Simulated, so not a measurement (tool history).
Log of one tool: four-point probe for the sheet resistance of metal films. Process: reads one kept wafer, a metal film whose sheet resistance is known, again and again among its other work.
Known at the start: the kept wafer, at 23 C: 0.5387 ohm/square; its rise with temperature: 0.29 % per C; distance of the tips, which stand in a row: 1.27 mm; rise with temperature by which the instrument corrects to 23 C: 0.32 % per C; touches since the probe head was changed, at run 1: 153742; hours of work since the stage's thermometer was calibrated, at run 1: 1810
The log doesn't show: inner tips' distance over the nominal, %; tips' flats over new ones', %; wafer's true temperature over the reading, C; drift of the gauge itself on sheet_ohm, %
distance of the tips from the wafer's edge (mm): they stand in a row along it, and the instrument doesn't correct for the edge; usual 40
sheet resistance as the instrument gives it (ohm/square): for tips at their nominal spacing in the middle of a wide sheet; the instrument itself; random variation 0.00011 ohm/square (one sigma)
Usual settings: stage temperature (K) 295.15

run,hour,stage temperature (K),distance of the tips from the wafer's edge (mm),touches since the probe head was changed,hours of work since the stage's thermometer was calibrated,sheet resistance as the instrument gives it (ohm/square)
1,0.0,295.15,40,153742,1810,0.543519
2,66.0,295.15,40,156677,1847,0.543564
3,104.1,295.15,40,158373,1869,0.543751
4,157.9,295.15,40,160766,1899,0.543638
5,203.8,295.15,40,162807,1925,0.543866
6,276.5,295.15,40,166040,1966,0.544020
7,316.6,295.15,40,167826,1988,0.544097
8,386.7,295.15,40,170946,2028,0.544109
9,452.4,301.15,40,173865,2065,0.543100
10,534.5,295.15,40,177517,2111,0.544377
11,621.0,295.15,40,181365,2160,0.544237
12,673.4,295.15,40,183695,2189,0.544574
# hour 740.2: new probe head fitted
13,743.8,295.15,40,160,2228,0.535477
14,800.0,295.15,40,2663,2260,0.535706
15,845.8,295.15,40,4698,2286,0.535576
16,913.7,295.15,56,7720,2324,0.535662
17,1002.3,295.15,56,11662,2374,0.535551
18,1072.0,295.15,56,14761,2413,0.535731
19,1126.4,295.15,40,17182,2444,0.536053
# hour 1198.8: stage's thermometer calibrated
20,1213.1,295.15,40,21013,8,0.535910
21,1253.0,295.15,40,22791,31,0.535757
22,1319.5,295.15,23,25748,68,0.536582
23,1372.7,292.15,34,28116,98,0.536880
24,1425.4,292.15,34,30457,128,0.536879
25,1493.3,297.15,24,33477,166,0.536380
# hour 1524.6: stage's thermometer calibrated, once more
26,1580.9,297.15,24,37356,32,0.537627
27,1648.8,297.15,24,40373,70,0.537657
28,1689.4,300.15,7,42179,93,0.545551
29,1742.0,300.15,7,44522,122,0.545953
30,1790.9,300.15,7,46694,150,0.546041
31,1839.5,305.15,29,48858,177,0.536287
32,1882.5,305.15,29,50768,202,0.536352
33,1944.9,305.15,29,53547,237,0.536352
34,2013.7,305.15,29,56607,275,0.536531
35,2076.3,301.15,43,59393,311,0.536918
36,2139.4,301.15,43,62199,346,0.536946
37,2191.7,295.15,8,64523,376,0.545210
38,2254.9,295.15,8,67335,411,0.545255
39,2296.5,295.15,8,69184,435,0.545310
40,2347.1,296.15,63,71435,463,0.538084
41,2431.1,308.15,19,75172,510,0.537223

Hidden state at the last listed run before each entry between runs and at the first one after, where it differs:
Between runs 12 and 13: new probe head fitted (hour 740.2)
  inner tips' distance over the nominal, %: 1.022 -> -0.517; tips' flats over new ones', %: 76 -> 0; wafer's true temperature over the reading, C: -0.45 -> -0.46
  measured less the result without the state, sheet resistance as the instrument gives it (ohm/square): +0.005264 -> -0.003727
Between runs 19 and 20: stage's thermometer calibrated (hour 1198.8)
  inner tips' distance over the nominal, %: -0.421 -> -0.398; tips' flats over new ones', %: 7 -> 9; wafer's true temperature over the reading, C: -0.51 -> -0.66
  measured less the result without the state, sheet resistance as the instrument gives it (ohm/square): -0.003239 -> -0.003342
Between runs 25 and 26: stage's thermometer calibrated, once more (hour 1524.6)
  inner tips' distance over the nominal, %: -0.328 -> -0.305; tips' flats over new ones', %: 14 -> 16; wafer's true temperature over the reading, C: -0.69 -> 0.03
  measured less the result without the state, sheet resistance as the instrument gives it (ohm/square): -0.002976 -> -0.001726

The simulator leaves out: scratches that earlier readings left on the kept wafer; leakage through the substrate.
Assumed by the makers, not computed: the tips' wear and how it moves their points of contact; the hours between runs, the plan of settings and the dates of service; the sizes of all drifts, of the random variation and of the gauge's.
